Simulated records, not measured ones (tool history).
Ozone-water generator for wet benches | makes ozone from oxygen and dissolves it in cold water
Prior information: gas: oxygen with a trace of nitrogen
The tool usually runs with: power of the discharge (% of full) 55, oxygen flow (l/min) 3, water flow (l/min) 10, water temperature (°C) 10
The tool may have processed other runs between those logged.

run   hour  power of the discharge (% of full)  oxygen flow (l/min)  water flow (l/min)  water temperature (°C)  dissolved ozone (ppm)  ozone in the gas ahead of the water (g/m3)
  1      0                                  55                    3                  10                      10                   19.6                                       178.9
  2   20.1                                  81                    3                  10                      10                   27.9                                       257.5
  3     48                                  55                    3                  10                      10                   19.4                                       180.1
  4     78                                  55                    3                  10                      10                   19.8                                       181.2
  5    106                                  55                    3                  10                      10                   19.6                                       178.6
  6  124.6                                  55                    3                  10                      10                   19.6                                       181.1
  7    150                                  55                    3                  10                      17                   17.7                                       179.8
  8  171.6                                  55                    3                  12                      10                   16.5                                         178
  9  201.6                                  55                    3                  12                      10                   16.5                                       182.8
 10  231.8                                  55                    3                  12                      10                   16.8                                       179.8
 11  251.4                                  55                    3                  12                      10                   16.6                                       180.8
 12  283.6                                  55                    3                  12                      10                   16.6                                       178.9
 13    311                                  55                    3                  10                      10                   19.9                                       180.5
 14  343.4                                  55                    3                  10                      10                   19.3                                       179.2
 15  362.7                                  55                    3                  10                      10                   19.6                                       177.6
 16    382                                  55                    3                  10                      10                   19.7                                       179.3
 17  400.6                                  55                    3                   9                      10                   21.4                                       178.4
 18    433                                  55                    3                   9                      10                   21.7                                       179.1
 19  463.9                                  55                 1.69                  12                       9                   15.8                                       250.5
 20  496.3                                  55                  2.2                  13                      10                   14.9                                         215
 21  521.6                                  55                  2.2                  13                      10                   14.9                                       212.1
 22  551.9                                  55                  2.2                  13                      10                   15.1                                       215.3
 23  570.9                                  76                    3                  10                      17                   23.9                                       240.3
 24  592.7                                  55                 1.71                  11                       6                   17.7                                       246.2
 25    629                                  55                 1.71                  11                       6                   17.6                                       247.6
 26  668.4                                  92                    3                  10                      10                   31.3                                       286.2

Predict the results of run 27:
 27   698                                  55                 3.55                  10                      10                      ?                                           ?

{"run 27": {"dissolved ozone (ppm)": 19.5, "ozone in the gas ahead of the water (g/m3)": 161}}
Were there no unlogged condition in the tool, this run, its random variation unchanged, would have produced dissolved ozone (ppm) 19.5, ozone in the gas ahead of the water (g/m3) 163.9.

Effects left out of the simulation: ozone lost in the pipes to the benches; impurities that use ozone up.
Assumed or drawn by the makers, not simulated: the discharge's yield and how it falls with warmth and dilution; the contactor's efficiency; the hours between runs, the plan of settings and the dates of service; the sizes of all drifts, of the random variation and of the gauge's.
